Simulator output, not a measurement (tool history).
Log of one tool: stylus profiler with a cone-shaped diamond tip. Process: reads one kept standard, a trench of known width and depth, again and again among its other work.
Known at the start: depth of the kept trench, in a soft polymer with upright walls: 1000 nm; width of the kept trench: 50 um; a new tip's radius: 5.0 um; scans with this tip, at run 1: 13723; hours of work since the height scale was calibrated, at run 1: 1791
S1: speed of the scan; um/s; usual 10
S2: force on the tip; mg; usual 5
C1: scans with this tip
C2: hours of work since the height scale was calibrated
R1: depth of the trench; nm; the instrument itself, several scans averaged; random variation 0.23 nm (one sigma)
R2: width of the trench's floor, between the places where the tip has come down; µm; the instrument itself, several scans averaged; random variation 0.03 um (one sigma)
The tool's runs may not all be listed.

run   hour  S1     S2     C1    C2       R1     R2
  1      0  10      5  13723  1791  1017.05  42.51
  2   69.6  10      5  14057  1835  1017.47  42.42
  3  158.4  10      5  14482  1890  1017.36  42.41
  4  215.3  10      5  14754  1926  1017.25  42.46
     232.1  -- height scale calibrated on a step standard
  5  308.8  10      5  15199    48   1012.6  42.34
  6  374.5  19      5  15514    89  1012.87  42.31
  7  433.1   8  11.72  15794   126  1022.52  42.32
  8  517.5  16    5.8  16198   178  1014.27  42.24
  9  576.3  30  13.34  16480   215  1024.45   42.2
 10  656.3  19   3.21  16863   265  1010.62  42.09
 11  735.5  36   7.79  17242   315  1017.63  42.06

Forecast each of these 3 alternatives for the next run:
  A  814.8  36  14.28  17621  364   ?   ?
  B  814.8  28   3.56  17621  364   ?   ?
  C  814.8  36   8.08  17621  364   ?   ?

run       R1     R2
  A  1026.14  42.12
  B  1010.86  42.04
  C  1018.07  42.07
Without the tool's hidden state the same runs would have given:
run       R1     R2
  A  1024.97  43.92
  B  1009.71  43.84
  C  1016.91  43.88
